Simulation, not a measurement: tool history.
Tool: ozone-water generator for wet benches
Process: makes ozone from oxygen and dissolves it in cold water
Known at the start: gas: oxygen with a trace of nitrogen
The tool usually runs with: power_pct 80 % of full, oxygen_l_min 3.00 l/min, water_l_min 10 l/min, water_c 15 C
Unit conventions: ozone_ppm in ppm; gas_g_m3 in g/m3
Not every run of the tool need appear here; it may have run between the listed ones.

run 1 day=0.000 | power_pct=80 oxygen_l_min=3.00 water_l_min=10 water_c=15 | ozone_ppm=34.9 gas_g_m3=253.2
run 2 day=5.558 | power_pct=80 oxygen_l_min=3.00 water_l_min=10 water_c=15 | ozone_ppm=34.7 gas_g_m3=254.4
run 3 day=10.192 | power_pct=80 oxygen_l_min=3.00 water_l_min=10 water_c=15 | ozone_ppm=34.4 gas_g_m3=254.2
run 4 day=17.775 | power_pct=80 oxygen_l_min=3.78 water_l_min=10 water_c=15 | ozone_ppm=35.5 gas_g_m3=230.8
run 5 day=26.246 | power_pct=80 oxygen_l_min=3.00 water_l_min=10 water_c=15 | ozone_ppm=34.8 gas_g_m3=253.0
run 6 day=30.071 | power_pct=80 oxygen_l_min=2.01 water_l_min=10 water_c=15 | ozone_ppm=32.9 gas_g_m3=299.9
run 7 day=34.162 | power_pct=80 oxygen_l_min=3.00 water_l_min=10 water_c=19 | ozone_ppm=32.8 gas_g_m3=251.4
run 8 day=42.888 | power_pct=80 oxygen_l_min=3.00 water_l_min=10 water_c=15 | ozone_ppm=34.7 gas_g_m3=251.9
run 9 day=50.679 | power_pct=80 oxygen_l_min=3.00 water_l_min=10 water_c=15 | ozone_ppm=35.1 gas_g_m3=251.7
run 10 day=58.004 | power_pct=80 oxygen_l_min=3.00 water_l_min=10 water_c=15 | ozone_ppm=34.8 gas_g_m3=250.3
run 11 day=65.546 | power_pct=80 oxygen_l_min=3.00 water_l_min=10 water_c=15 | ozone_ppm=34.7 gas_g_m3=252.6
run 12 day=70.254 | power_pct=80 oxygen_l_min=2.63 water_l_min=15 water_c=21 | ozone_ppm=22.4 gas_g_m3=267.8
run 13 day=74.604 | power_pct=80 oxygen_l_min=2.63 water_l_min=15 water_c=21 | ozone_ppm=22.3 gas_g_m3=266.6
run 14 day=83.333 | power_pct=80 oxygen_l_min=2.63 water_l_min=15 water_c=21 | ozone_ppm=22.1 gas_g_m3=265.5
run 15 day=90.883 | power_pct=85 oxygen_l_min=1.53 water_l_min=6 water_c=9 | ozone_ppm=53.2 gas_g_m3=359.0
run 16 day=94.683 | power_pct=85 oxygen_l_min=1.53 water_l_min=6 water_c=9 | ozone_ppm=53.6 gas_g_m3=359.1
run 17 day=101.346 | power_pct=85 oxygen_l_min=1.53 water_l_min=6 water_c=9 | ozone_ppm=53.9 gas_g_m3=353.9
run 18 day=108.504 | power_pct=85 oxygen_l_min=1.53 water_l_min=6 water_c=9 | ozone_ppm=53.4 gas_g_m3=355.2
run 19 day=115.754 | power_pct=85 oxygen_l_min=1.53 water_l_min=6 water_c=9 | ozone_ppm=53.5 gas_g_m3=353.8
run 20 day=121.242 | power_pct=85 oxygen_l_min=1.53 water_l_min=6 water_c=9 | ozone_ppm=53.8 gas_g_m3=355.5
run 21 day=126.333 | power_pct=80 oxygen_l_min=1.73 water_l_min=6 water_c=15 | ozone_ppm=47.9 gas_g_m3=315.2
run 22 day=133.654 | power_pct=80 oxygen_l_min=3.00 water_l_min=10 water_c=18 | ozone_ppm=33.3 gas_g_m3=248.3

Here are 4 independent what-if runs from the current tool condition. What would each one return?
run A day=142.262 | power_pct=96 oxygen_l_min=3.00 water_l_min=15 water_c=15 | ozone_ppm=? gas_g_m3=?
run B day=142.262 | power_pct=80 oxygen_l_min=4.54 water_l_min=13 water_c=7 | ozone_ppm=? gas_g_m3=?
run C day=142.262 | power_pct=93 oxygen_l_min=4.05 water_l_min=13 water_c=18 | ozone_ppm=? gas_g_m3=?
run D day=142.262 | power_pct=43 oxygen_l_min=2.36 water_l_min=10 water_c=15 | ozone_ppm=? gas_g_m3=?

run=A ozone_ppm=29.1 gas_g_m3=290.2
run=B ozone_ppm=32.9 gas_g_m3=206.3
run=C ozone_ppm=31.7 gas_g_m3=249.0
run=D ozone_ppm=19.0 gas_g_m3=159.2
Without the tool's unlogged condition, the same runs would have read:
run=A ozone_ppm=29.2 gas_g_m3=297.1
run=B ozone_ppm=33.0 gas_g_m3=211.1
run=C ozone_ppm=31.8 gas_g_m3=254.9
run=D ozone_ppm=19.0 gas_g_m3=162.6
